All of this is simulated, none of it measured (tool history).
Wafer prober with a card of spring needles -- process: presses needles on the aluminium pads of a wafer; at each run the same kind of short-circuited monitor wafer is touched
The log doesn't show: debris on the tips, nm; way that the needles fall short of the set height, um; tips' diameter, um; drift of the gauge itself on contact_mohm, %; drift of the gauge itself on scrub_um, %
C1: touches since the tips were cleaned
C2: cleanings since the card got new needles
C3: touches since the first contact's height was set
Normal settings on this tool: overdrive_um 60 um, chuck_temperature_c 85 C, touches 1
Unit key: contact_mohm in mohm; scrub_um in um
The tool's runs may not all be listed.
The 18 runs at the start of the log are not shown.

{"run": 19, "hour": 208.2, "overdrive_um": 60, "chuck_temperature_c": 31, "touches": 3, "C1": 1365, "C2": 33, "C3": 17116, "contact_mohm": 285, "scrub_um": 7.22}
{"hour": 221.0, "done": "tips cleaned on abrasive film"}
{"run": 20, "hour": 224.1, "overdrive_um": 60, "chuck_temperature_c": 31, "touches": 3, "C1": 504, "C2": 34, "C3": 19729, "contact_mohm": 275, "scrub_um": 7.13}
{"run": 21, "hour": 237.5, "overdrive_um": 69, "chuck_temperature_c": 84, "touches": 2, "C1": 2744, "C2": 34, "C3": 21969, "contact_mohm": 317, "scrub_um": 8.22}
{"hour": 242.2, "done": "tips cleaned on abrasive film"}
{"run": 22, "hour": 251.1, "overdrive_um": 69, "chuck_temperature_c": 84, "touches": 2, "C1": 1483, "C2": 35, "C3": 24204, "contact_mohm": 302, "scrub_um": 8.29}
{"hour": 262.7, "done": "tips cleaned on abrasive film"}
{"run": 23, "hour": 266.1, "overdrive_um": 66, "chuck_temperature_c": 85, "touches": 1, "C1": 556, "C2": 36, "C3": 26676, "contact_mohm": 302, "scrub_um": 7.86}
{"hour": 283.4, "done": "tips cleaned on abrasive film"}
{"run": 24, "hour": 283.4, "overdrive_um": 49, "chuck_temperature_c": 123, "touches": 1, "C1": 0, "C2": 37, "C3": 29543, "contact_mohm": 319, "scrub_um": 5.8}
{"run": 25, "hour": 298.6, "overdrive_um": 77, "chuck_temperature_c": 123, "touches": 1, "C1": 2523, "C2": 37, "C3": 32066, "contact_mohm": 332, "scrub_um": 9.19}
{"hour": 304.5, "done": "tips cleaned on abrasive film"}
{"run": 26, "hour": 307.0, "overdrive_um": 77, "chuck_temperature_c": 123, "touches": 1, "C1": 420, "C2": 38, "C3": 33443, "contact_mohm": 303, "scrub_um": 9.18}
{"run": 27, "hour": 315.0, "overdrive_um": 79, "chuck_temperature_c": 25, "touches": 3, "C1": 1743, "C2": 38, "C3": 34766, "contact_mohm": 270, "scrub_um": 9.41}
{"hour": 324.7, "done": "tips cleaned on abrasive film"}
{"run": 28, "hour": 329.9, "overdrive_um": 47, "chuck_temperature_c": 114, "touches": 1, "C1": 869, "C2": 39, "C3": 37234, "contact_mohm": 356, "scrub_um": 5.54}
{"run": 29, "hour": 342.0, "overdrive_um": 47, "chuck_temperature_c": 114, "touches": 1, "C1": 2872, "C2": 39, "C3": 39237, "contact_mohm": 426, "scrub_um": 5.53}
{"hour": 344.9, "done": "tips cleaned on abrasive film"}
{"run": 30, "hour": 359.8, "overdrive_um": 47, "chuck_temperature_c": 102, "touches": 1, "C1": 2477, "C2": 40, "C3": 42184, "contact_mohm": 415, "scrub_um": 5.52}
{"hour": 365.4, "done": "tips cleaned on abrasive film"}
{"run": 31, "hour": 378.2, "overdrive_um": 47, "chuck_temperature_c": 67, "touches": 2, "C1": 2119, "C2": 41, "C3": 45220, "contact_mohm": 352, "scrub_um": 5.49}

Here are 5 independent what-if runs from the current tool condition. What would each one return?
{"hour": 386.4, "done": "tips cleaned on abrasive film"}
{"run": "A", "hour": 393.7, "overdrive_um": 76, "chuck_temperature_c": 27, "touches": 2, "C1": 1207, "C2": 42, "C3": 47780, "contact_mohm": "?", "scrub_um": "?"}
{"hour": 386.4, "done": "tips cleaned on abrasive film"}
{"run": "B", "hour": 393.7, "overdrive_um": 77, "chuck_temperature_c": 85, "touches": 1, "C1": 1207, "C2": 42, "C3": 47780, "contact_mohm": "?", "scrub_um": "?"}
{"hour": 386.4, "done": "tips cleaned on abrasive film"}
{"run": "C", "hour": 393.7, "overdrive_um": 54, "chuck_temperature_c": 67, "touches": 2, "C1": 1207, "C2": 42, "C3": 47780, "contact_mohm": "?", "scrub_um": "?"}
{"hour": 386.4, "done": "tips cleaned on abrasive film"}
{"run": "D", "hour": 393.7, "overdrive_um": 47, "chuck_temperature_c": 70, "touches": 2, "C1": 1207, "C2": 42, "C3": 47780, "contact_mohm": "?", "scrub_um": "?"}
{"hour": 386.4, "done": "tips cleaned on abrasive film"}
{"run": "E", "hour": 393.7, "overdrive_um": 54, "chuck_temperature_c": 85, "touches": 1, "C1": 1207, "C2": 42, "C3": 47780, "contact_mohm": "?", "scrub_um": "?"}

run=A contact_mohm=278 scrub_um=9.02
run=B contact_mohm=305 scrub_um=9.08
run=C contact_mohm=321 scrub_um=6.33
run=D contact_mohm=331 scrub_um=5.50
run=E contact_mohm=341 scrub_um=6.37
Take away the tool's hidden state, keep each run's random variation, and the runs would have read:
run=A contact_mohm=257 scrub_um=9.19
run=B contact_mohm=275 scrub_um=9.26
run=C contact_mohm=283 scrub_um=6.50
run=D contact_mohm=284 scrub_um=5.67
run=E contact_mohm=283 scrub_um=6.54

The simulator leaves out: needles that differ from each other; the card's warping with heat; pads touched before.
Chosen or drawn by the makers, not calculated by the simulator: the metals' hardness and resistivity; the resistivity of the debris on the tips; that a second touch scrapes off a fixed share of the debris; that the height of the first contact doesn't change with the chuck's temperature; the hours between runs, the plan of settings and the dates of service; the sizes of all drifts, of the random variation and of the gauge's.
